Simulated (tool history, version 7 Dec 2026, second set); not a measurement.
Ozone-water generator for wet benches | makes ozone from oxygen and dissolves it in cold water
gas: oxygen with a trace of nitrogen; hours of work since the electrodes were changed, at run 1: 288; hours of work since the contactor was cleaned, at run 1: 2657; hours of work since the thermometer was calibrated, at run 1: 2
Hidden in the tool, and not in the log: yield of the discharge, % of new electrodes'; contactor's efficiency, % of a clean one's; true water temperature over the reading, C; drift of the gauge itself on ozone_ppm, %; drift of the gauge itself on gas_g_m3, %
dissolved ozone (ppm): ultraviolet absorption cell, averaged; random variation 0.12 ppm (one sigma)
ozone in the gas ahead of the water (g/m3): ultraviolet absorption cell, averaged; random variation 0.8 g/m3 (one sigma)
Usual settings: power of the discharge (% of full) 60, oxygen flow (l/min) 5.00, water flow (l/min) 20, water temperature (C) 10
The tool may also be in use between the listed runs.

run	hour	power of the discharge (% of full)	oxygen flow (l/min)	water flow (l/min)	water temperature (C)	hours of work since the electrodes were changed	hours of work since the contactor was cleaned	hours of work since the thermometer was calibrated	dissolved ozone (ppm)	ozone in the gas ahead of the water (g/m3)
1	0.0	60	5.00	20	10	288	2657	2	10.6	121.8
2	40.6	69	5.00	20	10	316	2685	30	11.7	138.2
3	106.2	69	5.00	20	10	362	2731	76	11.7	136.7
4	168.5	69	5.00	20	10	405	2774	119	11.3	135.3
5	232.7	69	5.00	20	10	449	2818	163	11.4	137.1
6	285.2	69	5.00	20	10	485	2854	199	11.5	137.5
7	332.0	60	5.00	20	10	518	2886	232	10.0	120.7
8	372.6	60	5.00	20	9	546	2914	260	10.3	121.3
9	420.2	60	5.00	20	6	579	2947	293	10.4	119.8
10	484.8	60	5.00	20	6	623	2992	337	10.4	120.5
11	529.0	60	2.83	20	10	654	3023	368	9.9	173.1
12	593.8	60	2.83	19	7	699	3067	412	10.6	173.8
13	668.4	68	2.83	19	6	750	3119	464	11.6	196.2
14	727.6	68	6.48	19	6	791	3160	505	12.1	112.5
15	796.7	48	5.80	17	6	839	3207	553	9.7	88.8
16	835.8	48	5.80	17	6	866	3234	580	9.5	87.9
# hour 858.0: contactor cleaned
17	909.4	48	5.80	17	7	914	35	628	10.3	87.3
18	982.2	75	4.06	17	7	964	86	678	15.9	162.1
19	1030.8	60	5.00	20	9	998	119	712	10.8	117.1
20	1082.4	60	5.00	20	9	1033	155	747	10.8	117.3
21	1136.7	52	3.65	23	11	1071	192	785	8.1	128.9
22	1174.9	52	3.65	23	11	1097	219	811	8.3	127.1

Hidden state or all else? Some run-to-run changes of dissolved ozone (ppm), split into what the settings, what came in and random variation would give without the hidden state, and what is left for the hidden state (with any gauge scatter that isn't in both results):
Run 16 -> 17: water temperature (C) 6 -> 7, contactor cleaned. dissolved ozone (ppm) +0.8: hidden state +1.0, all else -0.2.
Run 17 -> 18: power of the discharge (% of full) 48 -> 75, oxygen flow (l/min) 5.80 -> 4.06. dissolved ozone (ppm) +5.6: hidden state -0.7, all else +6.3.
Run 18 -> 19: power of the discharge (% of full) 75 -> 60, oxygen flow (l/min) 4.06 -> 5.00, water flow (l/min) 17 -> 20, water temperature (C) 7 -> 9. dissolved ozone (ppm) -5.1: hidden state +0.4, all else -5.5.
